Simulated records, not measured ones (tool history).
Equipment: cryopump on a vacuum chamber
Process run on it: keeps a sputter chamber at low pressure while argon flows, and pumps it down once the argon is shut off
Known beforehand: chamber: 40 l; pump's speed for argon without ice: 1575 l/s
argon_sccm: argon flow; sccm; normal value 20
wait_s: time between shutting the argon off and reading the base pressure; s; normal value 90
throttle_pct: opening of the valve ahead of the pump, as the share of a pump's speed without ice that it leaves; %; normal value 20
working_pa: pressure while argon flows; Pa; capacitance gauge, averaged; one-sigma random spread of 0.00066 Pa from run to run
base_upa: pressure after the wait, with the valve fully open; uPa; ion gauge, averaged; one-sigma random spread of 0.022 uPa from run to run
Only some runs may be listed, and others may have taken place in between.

| run | hour | argon_sccm | wait_s | throttle_pct | working_pa | base_upa |
|---|---|---|---|---|---|---|
| 1 | 0 | 20 | 90 | 20 | 0.1088 | 0.87 |
| 2 | 17.5 | 20 | 90 | 20 | 0.1104 | 0.88 |
| 3 | 29.1 | 20 | 90 | 20 | 0.1095 | 0.85 |
| 4 | 43 | 20 | 90 | 20 | 0.111 | 0.88 |
| 5 | 54.8 | 20 | 90 | 20 | 0.1106 | 0.91 |
| 6 | 67.2 | 20 | 90 | 20 | 0.1114 | 0.89 |
| 7 | 89.8 | 20 | 90 | 20 | 0.1101 | 0.86 |
| 8 | 107.7 | 15 | 90 | 20 | 0.0841 | 0.94 |
| 9 | 128 | 15 | 90 | 33 | 0.0522 | 0.91 |
| 10 | 144.7 | 20 | 90 | 20 | 0.1117 | 0.93 |
| 11 | 160.9 | 20 | 90 | 20 | 0.1115 | 0.95 |
| 12 | 176.8 | 20 | 90 | 37 | 0.0624 | 0.96 |
| 13 | 190.3 | 18 | 104 | 51 | 0.0422 | 0.88 |
| 14 | 208.3 | 28 | 235 | 48 | 0.0687 | 0.71 |
| 15 | 222.4 | 24 | 90 | 25 | 0.107 | 0.93 |
| 16 | 242.1 | 24 | 56 | 23 | 0.1188 | 1.23 |
| 17 | 258.4 | 10 | 81 | 22 | 0.0521 | 1.05 |
| 18 | 277.3 | 11 | 22 | 15 | 0.0814 | 2.31 |
| 19 | 296.3 | 33 | 31 | 22 | 0.17 | 1.9 |
| 20 | 312.7 | 33 | 31 | 22 | 0.173 | 1.86 |
| 21 | 325.6 | 25 | 90 | 20 | 0.1396 | 1.03 |
| 22 | 336.7 | 15 | 274 | 28 | 0.0619 | 0.75 |
| 23 | 357.3 | 36 | 27 | 20 | 0.2029 | 2.07 |
| 24 | 374.9 | 15 | 90 | 35 | 0.0506 | 1.06 |

Forecast each of these 3 alternatives for the next run:
| A | 395.5 | 20 | 90 | 23 | ? | ? |
| B | 395.5 | 15 | 39 | 35 | ? | ? |
| C | 395.5 | 20 | 30 | 36 | ? | ? |

| run | working_pa | base_upa |
|---|---|---|
| A | 0.0997 | 1.06 |
| B | 0.0504 | 1.7 |
| C | 0.0652 | 1.95 |
Without the tool's hidden state the same runs would have given:
| run | working_pa | base_upa |
|---|---|---|
| A | 0.0931 | 0.64 |
| B | 0.0455 | 1.27 |
| C | 0.0586 | 1.54 |
